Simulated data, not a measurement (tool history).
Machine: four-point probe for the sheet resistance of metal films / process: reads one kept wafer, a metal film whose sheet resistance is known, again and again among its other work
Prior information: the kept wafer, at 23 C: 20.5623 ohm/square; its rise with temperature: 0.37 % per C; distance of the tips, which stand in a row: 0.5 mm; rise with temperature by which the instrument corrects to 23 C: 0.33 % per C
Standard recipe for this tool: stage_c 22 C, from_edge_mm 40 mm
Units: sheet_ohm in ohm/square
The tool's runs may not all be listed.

run,hour,stage_c,from_edge_mm,sheet_ohm
1,0.0,22,40,20.559658
2,47.9,22,19,20.564948
3,147.7,22,19,20.567291
4,215.1,22,19,20.565707
5,277.2,22,40,20.560119
6,350.7,32,40,20.632371
7,409.0,32,40,20.630038
8,510.7,22,40,20.558996
9,618.0,22,40,20.560423
10,689.8,22,40,20.557787
11,755.5,22,40,20.561225
12,807.3,22,40,20.557945
13,877.8,32,40,20.625551
14,942.3,32,40,20.625831
15,1051.2,34,16,20.653956
16,1140.3,30,6,20.689026
17,1245.7,23,37,20.569229
18,1333.0,22,15,20.570256
19,1430.6,24,19,20.577452
20,1488.4,22,10,20.586258
21,1579.9,22,10,20.583407
22,1637.0,29,30,20.609268
23,1736.9,20,15,20.556809

Predict each of these 5 candidate next runs independently; none follows another, all start after run 23:
A,1826.9,20,4,?
B,1826.9,34,4,?
C,1826.9,24,20,?
D,1826.9,22,32,?
E,1826.9,22,31,?

run,sheet_ohm
A,20.716275
B,20.815518
C,20.576570
D,20.561281
E,20.560481
With the hidden condition removed and each run's random variation left untouched, the same runs would have given:
run,sheet_ohm
A,20.713239
B,20.812392
C,20.573529
D,20.558254
E,20.557454
